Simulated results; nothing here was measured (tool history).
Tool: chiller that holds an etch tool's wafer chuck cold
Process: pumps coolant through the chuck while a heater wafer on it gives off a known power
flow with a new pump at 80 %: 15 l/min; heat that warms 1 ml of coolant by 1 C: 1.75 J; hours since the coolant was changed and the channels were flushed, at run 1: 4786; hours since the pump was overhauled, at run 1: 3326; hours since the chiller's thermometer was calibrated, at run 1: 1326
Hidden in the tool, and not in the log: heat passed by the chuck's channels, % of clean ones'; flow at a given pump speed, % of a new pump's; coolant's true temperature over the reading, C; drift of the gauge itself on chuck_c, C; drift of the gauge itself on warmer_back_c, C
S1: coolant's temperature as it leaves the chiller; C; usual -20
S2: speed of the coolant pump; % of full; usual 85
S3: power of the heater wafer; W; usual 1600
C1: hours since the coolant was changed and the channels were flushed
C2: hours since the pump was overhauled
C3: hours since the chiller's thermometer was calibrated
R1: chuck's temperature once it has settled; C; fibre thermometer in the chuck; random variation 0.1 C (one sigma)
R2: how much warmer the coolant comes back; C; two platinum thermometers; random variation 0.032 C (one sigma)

run,hour,S1,S2,S3,C1,C2,C3,R1,R2
1,0.0,-20,85,1600,4786,3326,1326,-7.5,3.42
2,63.8,-20,85,1600,4850,3389,1390,-7.2,3.45
3,122.0,-20,85,1600,4908,3448,1448,-7.4,3.34
4,228.8,-20,85,1600,5015,3554,1555,-7.3,3.40
5,333.5,-20,85,1600,5120,3659,1660,-7.6,3.36
6,397.4,-20,85,1160,5184,3723,1724,-10.6,2.44
7,486.7,-20,85,1160,5273,3812,1813,-10.9,2.40
8,556.4,-20,80,1600,5342,3882,1883,-6.8,3.55
9,632.4,-20,85,1600,5419,3958,1959,-7.3,3.30
10,731.0,-20,85,1600,5517,4057,2057,-7.5,3.25
11,830.7,-20,85,1600,5617,4156,2157,-7.2,3.28
12,929.6,-20,85,1600,5716,4255,2256,-7.3,3.27
13,1013.5,-20,85,1600,5800,4339,2340,-7.4,3.24
# hour 1063.6: chiller's thermometer calibrated
14,1079.9,-20,85,1600,5865,4404,16,-7.3,3.17
15,1188.3,-20,86,1600,5973,4513,125,-7.4,3.17
16,1246.3,-20,86,1600,6031,4571,183,-7.4,3.13
17,1297.8,-20,85,1600,6083,4622,234,-7.4,3.20
18,1395.8,-20,85,1600,6181,4720,332,-7.4,3.13
19,1497.3,-19,85,1486,6282,4822,434,-7.3,2.89
20,1582.7,-20,100,842,6368,4907,519,-14.0,1.21
21,1645.5,-25,93,1662,6431,4970,582,-12.7,2.96
22,1711.1,-25,93,1662,6496,5036,648,-12.7,2.88
23,1819.2,-25,93,1662,6604,5144,756,-12.7,2.86
24,1865.7,-14,65,1197,6651,5190,802,-2.4,3.08
25,1916.0,-22,64,1538,6701,5241,852,-7.1,4.23
26,1971.4,-20,76,2351,6757,5296,908,0.1,5.33
27,2060.5,-24,79,1523,6846,5385,997,-11.2,3.18
28,2147.4,-24,79,1523,6933,5472,1084,-11.4,3.15
29,2244.5,-24,79,1523,7030,5569,1181,-11.4,3.11
30,2297.9,-24,80,1050,7083,5622,1234,-15.3,2.05
31,2395.0,-24,80,1050,7180,5720,1331,-15.2,2.01
32,2454.9,-24,80,1050,7240,5779,1391,-15.4,1.97
33,2507.1,-24,80,1050,7292,5832,1444,-15.4,2.01

Hidden state at the last listed run before each entry between runs and at the first one after, where it differs:
Between runs 13 and 14: chiller's thermometer calibrated (hour 1063.6)
  drift of the gauge itself on warmer_back_c, C: -0.18 -> -0.19
  measured less the result without the state, R2: -0.17 -> -0.18 C
